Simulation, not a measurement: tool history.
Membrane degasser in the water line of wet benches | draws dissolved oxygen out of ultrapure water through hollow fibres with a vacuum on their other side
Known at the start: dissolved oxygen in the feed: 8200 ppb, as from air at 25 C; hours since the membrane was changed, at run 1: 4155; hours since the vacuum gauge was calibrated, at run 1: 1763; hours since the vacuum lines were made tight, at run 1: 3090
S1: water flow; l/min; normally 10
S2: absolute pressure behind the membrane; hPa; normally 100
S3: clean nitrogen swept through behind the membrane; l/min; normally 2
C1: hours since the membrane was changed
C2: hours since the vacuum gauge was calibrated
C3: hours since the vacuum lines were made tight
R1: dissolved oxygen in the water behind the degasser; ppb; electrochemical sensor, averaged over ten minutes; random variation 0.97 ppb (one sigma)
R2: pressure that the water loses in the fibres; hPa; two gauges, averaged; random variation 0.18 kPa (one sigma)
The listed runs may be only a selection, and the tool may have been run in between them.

run	hour	S1	S2	S3	C1	C2	C3	R1	R2
1	0	10	100	2	4155	1763	3090	101.1	334
2	154.5	10	100	2	4309	1918	3245	102.7	336.7
3	318.6	12	100	2	4473	2082	3409	140.1	408.7
4	624.3	10	100	3.73	4779	2387	3714	63.7	340.9
5	849.7	10	100	3.73	5005	2613	3940	64.9	342.9
6	1164.4	10	100	3.73	5319	2927	4255	64.9	343.8
7	1357.8	10	100	3.73	5513	3121	4448	65	342.8
8	1487.8	10	100	3.73	5643	3251	4578	65.9	348.9
9	1720	10	100	2	5875	3483	4810	104.6	347.7
10	1883.8	10	100	2	6039	3647	4974	107	350.5
11	2144.9	10	100	2	6300	3908	5235	106	351.9
12	2325.4	10	100	2	6480	4089	5416	107	352.6
# hour 2355.3: vacuum gauge calibrated
13	2489.6	10	100	0.96	6644	134	5579	195.5	348.1
# hour 2697.9: seals of the vacuum lines changed
14	2714.4	10	100	2	6867	357	17	107.8	356.5
15	2885.7	10	100	2	7038	528	188	106.1	354.9
16	3170.3	10	100	2	7323	813	472	108.3	357.8
17	3470.6	10	100	1.78	7623	1113	773	119.3	357.9
# hour 3669: vacuum gauge calibrated, once more
18	3772.1	7	100	5.65	7924	103	1074	23.2	255.1
19	3902.7	7	100	5.65	8055	234	1204	23.9	252.2
20	4107.4	11	72	3.07	8259	438	1409	71.7	397.7
# hour 4281.1: membrane cartridge changed
21	4281.1	7	145	2.02	0	608	1579	98.7	219.5
22	4579.9	7	145	2.02	299	907	1878	97	220.6
23	4862.7	8	100	1.77	582	1190	2160	78	253
24	5086.8	7	100	4.46	806	1414	2384	28.4	224.7
25	5365.2	7	100	2.86	1084	1692	2663	42.9	224.7
26	5676.8	10	135	1.3	1396	2004	2974	202.8	322.2
27	5961.5	10	135	1.3	1680	2289	3259	203.4	322.5
28	6109.4	10	135	1.3	1828	2436	3407	202.8	323.4
29	6397.7	7	77	4.6	2117	2725	3695	19.5	227.7
30	6534	7	77	4.6	2253	2861	3832	18.8	227.7
31	6847.7	10	73	2	2567	3175	4145	64.4	327.9
32	7116.7	14	105	2.79	2836	3444	4414	157.5	462.5

Here are 3 independent what-if runs from the current tool condition. What would each one return?
A	7412.6	16	105	1.44	3132	3740	4710	?	?
B	7412.6	11	100	2	3132	3740	4710	?	?
C	7412.6	14	105	4.03	3132	3740	4710	?	?

run	R1	R2
A	300.8	533.8
B	114.2	364.8
C	133.9	465.8
Without the tool's hidden state the same runs would have given:
run	R1	R2
A	275.5	508.2
B	105.6	347.3
C	117.4	443.5
